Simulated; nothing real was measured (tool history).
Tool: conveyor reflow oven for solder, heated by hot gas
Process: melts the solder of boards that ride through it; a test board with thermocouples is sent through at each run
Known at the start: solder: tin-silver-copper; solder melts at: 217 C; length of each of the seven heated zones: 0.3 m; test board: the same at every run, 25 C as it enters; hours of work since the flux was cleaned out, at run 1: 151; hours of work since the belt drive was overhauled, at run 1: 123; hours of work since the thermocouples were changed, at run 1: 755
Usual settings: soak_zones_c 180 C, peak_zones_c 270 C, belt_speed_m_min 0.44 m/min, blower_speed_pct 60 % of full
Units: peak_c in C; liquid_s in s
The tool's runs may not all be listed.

| run | hour | soak_zones_c | peak_zones_c | belt_speed_m_min | blower_speed_pct | hours of work since the flux was cleaned out | hours of work since the belt drive was overhauled | hours of work since the thermocouples were changed | peak_c | liquid_s |
|---|---|---|---|---|---|---|---|---|---|---|
| 1 | 0 | 180 | 270 | 0.44 | 60 | 151 | 123 | 755 | 256.6 | 67.1 |
| 2 | 8 | 170 | 270 | 0.44 | 60 | 154 | 126 | 758 | 254.9 | 62.2 |
| 3 | 21.2 | 180 | 270 | 0.44 | 60 | 160 | 131 | 763 | 256.6 | 67.4 |
|  | 31.4 | flux residue cleaned out of gas plates and filters |
| 4 | 32.7 | 180 | 270 | 0.44 | 60 | 1 | 134 | 766 | 256.5 | 67.2 |
| 5 | 40.9 | 180 | 270 | 0.44 | 60 | 4 | 137 | 769 | 256.6 | 67.3 |
| 6 | 48.5 | 180 | 270 | 0.44 | 60 | 7 | 141 | 772 | 256.6 | 67.2 |
| 7 | 54.1 | 180 | 270 | 0.44 | 60 | 9 | 143 | 774 | 256.6 | 67.1 |
| 8 | 62.8 | 180 | 270 | 0.44 | 60 | 13 | 146 | 778 | 256.5 | 67.4 |
| 9 | 72.5 | 180 | 270 | 0.44 | 60 | 17 | 150 | 782 | 256.6 | 67.4 |
| 10 | 83.2 | 190 | 270 | 0.44 | 60 | 21 | 154 | 786 | 258.2 | 72.5 |
| 11 | 92.1 | 190 | 270 | 0.44 | 60 | 24 | 158 | 790 | 258 | 72.6 |
| 12 | 99.4 | 190 | 270 | 0.44 | 60 | 27 | 161 | 793 | 258 | 72.7 |
| 13 | 109.8 | 190 | 273 | 0.44 | 60 | 32 | 165 | 797 | 260.6 | 74 |
| 14 | 116.1 | 180 | 269 | 0.44 | 60 | 34 | 168 | 799 | 255.5 | 67.3 |
| 15 | 129.7 | 180 | 270 | 0.44 | 60 | 40 | 173 | 805 | 256.2 | 66.7 |
| 16 | 139.9 | 178 | 270 | 0.371 | 60 | 44 | 177 | 809 | 260.7 | 83.4 |
| 17 | 147.1 | 178 | 279 | 0.371 | 60 | 47 | 180 | 812 | 269.1 | 87.7 |
| 18 | 160.2 | 178 | 279 | 0.371 | 60 | 52 | 186 | 817 | 269.1 | 87.8 |
| 19 | 169.7 | 180 | 282 | 0.44 | 54 | 56 | 189 | 821 | 266.3 | 73.4 |
| 20 | 181.6 | 180 | 282 | 0.44 | 54 | 61 | 194 | 826 | 266.3 | 72.6 |
| 21 | 189.2 | 180 | 282 | 0.44 | 54 | 64 | 197 | 829 | 266.2 | 72.6 |
| 22 | 196.9 | 180 | 282 | 0.36 | 54 | 67 | 200 | 832 | 272.4 | 92.4 |
| 23 | 208.4 | 180 | 270 | 0.44 | 71 | 71 | 205 | 837 | 258.2 | 68.6 |
| 24 | 217.9 | 180 | 279 | 0.44 | 68 | 75 | 209 | 840 | 265.9 | 72.9 |
| 25 | 228.7 | 180 | 267 | 0.44 | 68 | 80 | 213 | 845 | 255 | 66.5 |
| 26 | 238.8 | 175 | 270 | 0.508 | 60 | 84 | 217 | 849 | 251.1 | 52.3 |
| 27 | 245.6 | 175 | 270 | 0.508 | 84 | 86 | 220 | 852 | 255 | 54.9 |
| 28 | 256.6 | 175 | 270 | 0.508 | 84 | 91 | 224 | 856 | 255.2 | 55.9 |
| 29 | 262.7 | 183 | 270 | 0.508 | 84 | 93 | 227 | 858 | 256.3 | 59.2 |
| 30 | 275 | 180 | 270 | 0.44 | 53 | 98 | 232 | 863 | 255.3 | 66.5 |

3 ways to go on from here, each from the tool as it stands after run 30. What would each give?
| A | 282.8 | 180 | 268 | 0.44 | 53 | 101 | 235 | 867 | ? | ? |
| B | 282.8 | 192 | 270 | 0.466 | 53 | 101 | 235 | 867 | ? | ? |
| C | 282.8 | 180 | 270 | 0.44 | 86 | 101 | 235 | 867 | ? | ? |

| run | peak_c | liquid_s |
|---|---|---|
| A | 253.6 | 65.3 |
| B | 255.6 | 67.6 |
| C | 259.6 | 70.2 |
Without the tool's hidden state the same runs would have given:
| run | peak_c | liquid_s |
|---|---|---|
| A | 253.7 | 65.3 |
| B | 255.7 | 67.7 |
| C | 259.7 | 70.2 |
